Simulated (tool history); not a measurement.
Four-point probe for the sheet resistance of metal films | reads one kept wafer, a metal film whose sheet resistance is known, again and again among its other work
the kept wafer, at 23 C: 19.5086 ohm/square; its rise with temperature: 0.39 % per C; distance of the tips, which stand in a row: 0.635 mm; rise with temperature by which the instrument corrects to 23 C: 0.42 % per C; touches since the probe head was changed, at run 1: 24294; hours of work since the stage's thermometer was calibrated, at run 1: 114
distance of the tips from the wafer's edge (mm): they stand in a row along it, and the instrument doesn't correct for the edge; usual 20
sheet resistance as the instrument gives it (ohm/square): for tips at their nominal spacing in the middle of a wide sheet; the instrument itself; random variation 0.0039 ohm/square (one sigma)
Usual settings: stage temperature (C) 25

run	day	stage temperature (C)	distance of the tips from the wafer's edge (mm)	touches since the probe head was changed	hours of work since the stage's thermometer was calibrated	sheet resistance as the instrument gives it (ohm/square)
1	0	25	20	24294	114	19.453988
2	2.083	25	20	25162	151	19.461574
3	4.112	25	20	26005	187	19.463932
4	6.325	25	20	26927	227	19.45811
5	8.554	25	20	27854	266	19.454215
6	9.946	25	39	28435	291	19.456432
7	11.362	25	39	29024	316	19.447869
8	13.242	25	39	29806	349	19.452953
9	14.721	21	39	30422	376	19.477512
10	15.838	21	39	30887	396	19.478314
11	17.425	21	39	31548	424	19.486452
12	19.175	20	20	32277	455	19.491183
13	21.154	20	20	33099	490	19.4926
14	22.9	26	20	33828	521	19.460388
15	24.267	26	20	34396	545	19.457702
16	25.225	20	20	34796	562	19.491235
17	27.067	20	20	35562	595	19.491301
18	28.438	25	20	36132	619	19.469089
19	29.583	25	20	36610	640	19.466001
20	31.629	18	20	37460	676	19.508177
21	33.8	19	20	38364	714	19.503954
22	35.288	19	20	38983	741	19.497145
23	36.467	19	20	39475	762	19.495778
24	38.8	19	20	40446	803	19.506603
25	40.329	22	4	41082	830	19.732688
26	42.579	23	11	42019	870	19.507498
27	43.825	27	65	42537	892	19.43864
28	45.604	19	11	43278	924	19.523435
29	47.792	30	14	44190	963	19.450695
30	49.842	23	13	45043	999	19.496981
31	51.921	25	12	45907	1036	19.485362
32	53.758	26	29	46673	1069	19.461486
33	55.029	35	8	47201	1091	19.469204
34	56.508	22	11	47818	1118	19.512149
35	57.892	23	15	48394	1142	19.491411
36	59.438	23	15	49037	1170	19.489964
37	60.533	23	15	49494	1189	19.492503
38	62.742	31	36	50412	1228	19.429463
39	64.662	32	22	51212	1263	19.430641
40	66.925	32	22	52153	1303	19.42945
41	68.488	32	22	52804	1330	19.424582
42	69.75	22	10	53329	1353	19.520687
43	70.75	23	11	53747	1371	19.507882
44	71.992	32	4	54263	1393	19.67966
45	73.875	28	9	55046	1426	19.498507

Forecast each of these 3 alternatives for the next run:
A	75.438	22	19	55698	1454	?
B	75.438	29	9	55698	1454	?
C	75.438	27	5	55698	1454	?

run	sheet resistance as the instrument gives it (ohm/square)
A	19.487975
B	19.487708
C	19.61414
Without the tool's hidden state the same runs would have given:
run	sheet resistance as the instrument gives it (ohm/square)
A	19.52451
B	19.52363
C	19.650461
